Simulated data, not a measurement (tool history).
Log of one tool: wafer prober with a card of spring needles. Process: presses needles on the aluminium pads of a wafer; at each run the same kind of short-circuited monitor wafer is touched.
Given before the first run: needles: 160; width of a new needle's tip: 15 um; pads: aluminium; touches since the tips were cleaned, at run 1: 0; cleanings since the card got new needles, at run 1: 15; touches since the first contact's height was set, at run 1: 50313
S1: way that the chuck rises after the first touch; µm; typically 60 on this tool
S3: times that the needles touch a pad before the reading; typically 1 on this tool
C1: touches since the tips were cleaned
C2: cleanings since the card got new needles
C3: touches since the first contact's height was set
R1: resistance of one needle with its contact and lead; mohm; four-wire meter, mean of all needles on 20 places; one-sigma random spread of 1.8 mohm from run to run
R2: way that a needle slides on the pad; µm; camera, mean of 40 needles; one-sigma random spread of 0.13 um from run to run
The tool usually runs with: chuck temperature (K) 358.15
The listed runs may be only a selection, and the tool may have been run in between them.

{"run": 1, "day": 0.0, "S1": 60, "chuck temperature (K)": 358.15, "S3": 1, "C1": 0, "C2": 15, "C3": 50313, "R1": 195, "R2": 11.3}
{"day": 0.329, "done": "tips cleaned on abrasive film"}
{"day": 0.604, "done": "tips cleaned on abrasive film"}
{"day": 0.908, "done": "tips cleaned on abrasive film"}
{"run": 2, "day": 0.933, "S1": 60, "chuck temperature (K)": 358.15, "S3": 1, "C1": 262, "C2": 18, "C3": 60530, "R1": 206, "R2": 10.97}
{"day": 1.208, "done": "tips cleaned on abrasive film"}
{"day": 1.517, "done": "tips cleaned on abrasive film"}
{"run": 3, "day": 1.696, "S1": 60, "chuck temperature (K)": 358.15, "S3": 1, "C1": 1997, "C2": 20, "C3": 68923, "R1": 246, "R2": 11.17}
{"day": 1.775, "done": "height of the first contact set anew"}
{"day": 1.846, "done": "tips cleaned on abrasive film"}
{"day": 2.121, "done": "tips cleaned on abrasive film"}
{"run": 4, "day": 2.192, "S1": 60, "chuck temperature (K)": 358.15, "S3": 1, "C1": 786, "C2": 22, "C3": 4518, "R1": 223, "R2": 10.66}
{"day": 2.446, "done": "tips cleaned on abrasive film"}
{"day": 2.721, "done": "tips cleaned on abrasive film"}
{"run": 5, "day": 2.858, "S1": 60, "chuck temperature (K)": 300.15, "S3": 1, "C1": 1496, "C2": 24, "C3": 11828, "R1": 233, "R2": 10.77}
{"day": 3.054, "done": "tips cleaned on abrasive film"}
{"day": 3.392, "done": "tips cleaned on abrasive film"}
{"run": 6, "day": 3.475, "S1": 60, "chuck temperature (K)": 300.15, "S3": 1, "C1": 936, "C2": 26, "C3": 18623, "R1": 222, "R2": 10.57}

Estimate the outcome of run 7 from the log above:
{"day": 3.683, "done": "tips cleaned on abrasive film"}
{"day": 3.992, "done": "tips cleaned on abrasive film"}
{"day": 4.308, "done": "tips cleaned on abrasive film"}
{"run": 7, "day": 4.562, "S1": 60, "chuck temperature (K)": 300.15, "S3": 1, "C1": 2784, "C2": 29, "C3": 30531, "R1": "?", "R2": "?"}

Run 7 gave R1 259 mohm, R2 10.8 µm.
Minus the tool's unlogged condition, the same run would have read R1 172 mohm, R2 11.56 µm.
